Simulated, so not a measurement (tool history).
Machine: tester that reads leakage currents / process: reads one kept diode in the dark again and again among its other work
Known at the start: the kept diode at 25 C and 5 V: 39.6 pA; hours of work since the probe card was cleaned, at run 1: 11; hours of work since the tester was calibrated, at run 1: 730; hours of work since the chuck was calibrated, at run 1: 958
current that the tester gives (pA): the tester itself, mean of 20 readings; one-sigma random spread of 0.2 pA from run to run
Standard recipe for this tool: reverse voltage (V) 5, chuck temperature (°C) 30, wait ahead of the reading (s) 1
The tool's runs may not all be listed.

| run | hour | reverse voltage (V) | chuck temperature (°C) | wait ahead of the reading (s) | hours of work since the probe card was cleaned | hours of work since the tester was calibrated | hours of work since the chuck was calibrated | current that the tester gives (pA) |
|---|---|---|---|---|---|---|---|---|
| 1 | 0 | 5 | 30 | 1 | 11 | 730 | 958 | 69.98 |
| 2 | 23.3 | 5 | 30 | 1 | 25 | 745 | 972 | 70.64 |
| 3 | 44.6 | 5 | 30 | 1 | 39 | 758 | 985 | 70.62 |
| 4 | 76.5 | 5 | 30 | 1 | 58 | 777 | 1005 | 70.39 |
| 5 | 94.8 | 5 | 30 | 1 | 69 | 789 | 1016 | 70.56 |
| 6 | 124.2 | 9.92 | 30 | 1 | 87 | 807 | 1034 | 105.52 |
| 7 | 150.6 | 9.92 | 30 | 1 | 104 | 823 | 1050 | 106.15 |
| 8 | 184.5 | 2.01 | 30 | 1 | 124 | 844 | 1071 | 42.23 |
| 9 | 218.9 | 2.01 | 30 | 7.11 | 145 | 865 | 1092 | 41.48 |
| 10 | 251.5 | 1.04 | 30 | 1 | 165 | 885 | 1112 | 28.98 |
| 11 | 274.6 | 1.04 | 30 | 1 | 180 | 899 | 1126 | 28.89 |
| 12 | 311.3 | 1.04 | 30 | 1 | 202 | 921 | 1149 | 28.83 |
| 13 | 341.1 | 1.04 | 30 | 1 | 220 | 940 | 1167 | 28.96 |
| 14 | 362.1 | 1.04 | 30 | 1 | 233 | 953 | 1180 | 29.17 |
| 15 | 382.5 | 1.04 | 30 | 1 | 246 | 965 | 1192 | 29.23 |
| 16 | 407.3 | 19.63 | 30 | 1 | 261 | 980 | 1208 | 160.06 |
| 17 | 434.5 | 19.63 | 30 | 0.61 | 278 | 997 | 1224 | 165.36 |
|  | 438.6 | chuck's temperature calibrated |
| 18 | 463.6 | 19.63 | 30 | 0.61 | 294 | 1014 | 15 | 173.91 |
| 19 | 485.3 | 19.63 | 30 | 0.61 | 308 | 1027 | 29 | 174.15 |
| 20 | 514.9 | 2.06 | 30 | 1 | 326 | 1045 | 47 | 45.96 |
| 21 | 547.4 | 2.06 | 30 | 1 | 346 | 1065 | 67 | 46.25 |
| 22 | 583.1 | 2.06 | 30 | 1 | 368 | 1087 | 89 | 46.14 |
|  | 591.1 | chuck's temperature calibrated, once more |
| 23 | 612.7 | 5 | 30 | 3.71 | 385 | 1104 | 13 | 64.09 |
| 24 | 642.2 | 13.07 | 30 | 1 | 403 | 1122 | 31 | 113.53 |
| 25 | 674.2 | 10.41 | 33 | 0.34 | 422 | 1142 | 51 | 134.75 |
| 26 | 692.6 | 10.41 | 33 | 0.34 | 434 | 1153 | 62 | 135.05 |
| 27 | 710.1 | 10.41 | 33 | 0.34 | 444 | 1164 | 73 | 135.04 |
| 28 | 729.3 | 1.48 | 53 | 4.68 | 456 | 1175 | 85 | 211.9 |
| 29 | 766 | 5 | 50 | 3.76 | 479 | 1198 | 107 | 339.94 |
| 30 | 782.3 | 15.1 | 30 | 1.48 | 489 | 1208 | 117 | 124.41 |
| 31 | 801.9 | 5.54 | 25 | 1.48 | 501 | 1220 | 129 | 44.84 |
| 32 | 830.5 | 5.54 | 25 | 1.48 | 518 | 1237 | 147 | 44.82 |
| 33 | 865.4 | 5.54 | 25 | 1.48 | 540 | 1259 | 168 | 44.8 |
| 34 | 892.2 | 5.54 | 25 | 1.48 | 556 | 1275 | 185 | 44.99 |
| 35 | 919.6 | 4.75 | 32 | 4.97 | 573 | 1292 | 201 | 75.34 |
| 36 | 938.4 | 4.75 | 32 | 4.97 | 584 | 1304 | 213 | 75.37 |
| 37 | 963.2 | 8.56 | 44 | 4.97 | 600 | 1319 | 228 | 290.71 |
| 38 | 980.3 | 9.99 | 30 | 1.61 | 610 | 1329 | 239 | 99.31 |
| 39 | 999.9 | 2.31 | 31 | 1.85 | 622 | 1341 | 251 | 45.99 |

Across each entry between runs, compare the hidden state at the last listed run before it with the hidden state at the first listed run after it:
From run 17 to run 18: chuck's temperature calibrated (hour 438.6)
  stray current of the dirty probe card, pA a volt: 0.088 -> 0.092; current scale over the true one, %: 0.81 -> 0.82; true chuck temperature over the reading, C: 1.32 -> 1.97
  what was measured, less what the result would be without the hidden state, current that the tester gives (pA): +19.71 -> +28.84
From run 22 to run 23: chuck's temperature calibrated, once more (hour 591.1)
  stray current of the dirty probe card, pA a volt: 0.109 -> 0.112; current scale over the true one, %: 0.88 -> 0.9; true chuck temperature over the reading, C: 2.06 -> -0.01
  what was measured, less what the result would be without the hidden state, current that the tester gives (pA): +8.12 -> +1

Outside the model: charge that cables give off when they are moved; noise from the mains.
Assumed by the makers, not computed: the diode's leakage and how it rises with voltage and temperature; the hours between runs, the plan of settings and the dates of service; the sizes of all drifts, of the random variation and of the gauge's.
